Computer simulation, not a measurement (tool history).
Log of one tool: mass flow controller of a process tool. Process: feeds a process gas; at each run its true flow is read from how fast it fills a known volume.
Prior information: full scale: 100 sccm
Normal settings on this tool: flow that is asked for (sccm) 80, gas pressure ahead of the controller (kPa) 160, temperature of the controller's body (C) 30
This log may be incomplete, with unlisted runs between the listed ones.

run	hour	flow that is asked for (sccm)	gas pressure ahead of the controller (kPa)	temperature of the controller's body (C)	true flow (%)
1	0.0	80	160	30	99.25
2	191.6	80	160	30	99.27
3	428.8	80	160	30	99.28
4	651.5	15	160	30	97.84
5	824.0	22	160	30	97.92
6	929.7	10	160	30	97.75
7	1099.7	10	160	30	97.80
8	1301.9	10	160	30	97.59
9	1498.2	80	160	26	99.75
10	1626.7	80	160	26	99.70
11	1816.3	80	160	26	99.68
12	1972.4	80	160	26	99.79
13	2196.5	80	160	26	99.61
14	2451.0	80	142	26	99.88
15	2650.1	80	142	26	99.81
16	2891.6	80	160	30	99.24
17	3122.4	67	170	31	98.86
18	3339.6	64	214	34	98.29
19	3573.6	64	214	34	98.25
20	3818.6	80	199	20	100.13
21	3986.6	78	209	40	97.97
22	4187.9	11	220	24	98.01
23	4343.2	37	208	26	98.46
# hour 4364.4: controller exchanged for a calibrated one
24	4455.4	24	214	26	98.12
25	4684.0	24	214	26	98.12
26	4940.8	14	253	39	96.40
27	5162.2	23	144	26	98.58
28	5333.9	80	149	33	99.13
29	5490.7	76	207	25	99.42
30	5722.3	76	207	25	99.28
31	5898.3	26	271	30	97.61

Here are 5 independent what-if runs from the current tool condition. What would each one return?
A	6040.4	53	208	33	?
B	6040.4	16	160	30	?
C	6040.4	69	215	38	?
D	6040.4	80	205	34	?
E	6040.4	80	144	21	?

run	true flow (%)
A	98.16
B	97.87
C	97.92
D	98.78
E	100.31
With the hidden condition removed and each run's random variation left untouched, the same runs would have given:
run	true flow (%)
A	98.16
B	97.87
C	97.92
D	98.78
E	100.31

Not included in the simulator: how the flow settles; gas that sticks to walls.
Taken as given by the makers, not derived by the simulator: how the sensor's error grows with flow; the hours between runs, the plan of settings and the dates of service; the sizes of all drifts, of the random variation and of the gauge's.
